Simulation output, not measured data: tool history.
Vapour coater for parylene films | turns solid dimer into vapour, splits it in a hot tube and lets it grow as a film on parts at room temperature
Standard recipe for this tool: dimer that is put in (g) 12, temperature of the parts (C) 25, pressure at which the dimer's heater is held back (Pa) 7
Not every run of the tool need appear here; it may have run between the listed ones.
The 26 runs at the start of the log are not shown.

run,hour,dimer that is put in (g),temperature of the parts (C),pressure at which the dimer's heater is held back (Pa),thickness of the film (µm)
27,874.1,12,25,2.92,11
28,901.6,6,25,3.82,5.42
29,927.6,6,25,3.82,5.43
30,948.4,18,20,3.82,18.77
31,982.6,18,20,3.82,18.74
32,1004.3,19,34,7,12.9
33,1047.1,19,34,7,12.85
34,1065.7,19,34,7,12.85
35,1106.3,7,25,8.47,6.05
36,1130.4,16,17,7,17.31
37,1167.4,19,17,8.97,20.56
38,1201.3,18,29,5.14,14.23
39,1218.5,12,30,7,9.08
40,1246.8,9,21,7,8.8
41,1273.8,5,22,5.46,4.8
42,1315.2,11,27,7,9.05
43,1342,12,25,5.08,10.62
44,1364.8,12,25,5.08,10.61
45,1398.1,21,19,4.71,22.06
46,1440.5,8,28,3.25,6.65
47,1461.3,11,25,2.41,10.09
48,1490.8,6,37,8.81,3.66

Forecast each of these 3 alternatives for the next run:
A,1511,12,32,4.44,?
B,1511,6,36,5.31,?
C,1511,6,20,8.81,?

run,thickness of the film (µm)
A,8.74
B,3.86
C,5.93
The same runs, with their run-to-run variation unchanged, on a tool lacking any hidden condition would have given:
run,thickness of the film (µm)
A,8.86
B,3.91
C,6.01

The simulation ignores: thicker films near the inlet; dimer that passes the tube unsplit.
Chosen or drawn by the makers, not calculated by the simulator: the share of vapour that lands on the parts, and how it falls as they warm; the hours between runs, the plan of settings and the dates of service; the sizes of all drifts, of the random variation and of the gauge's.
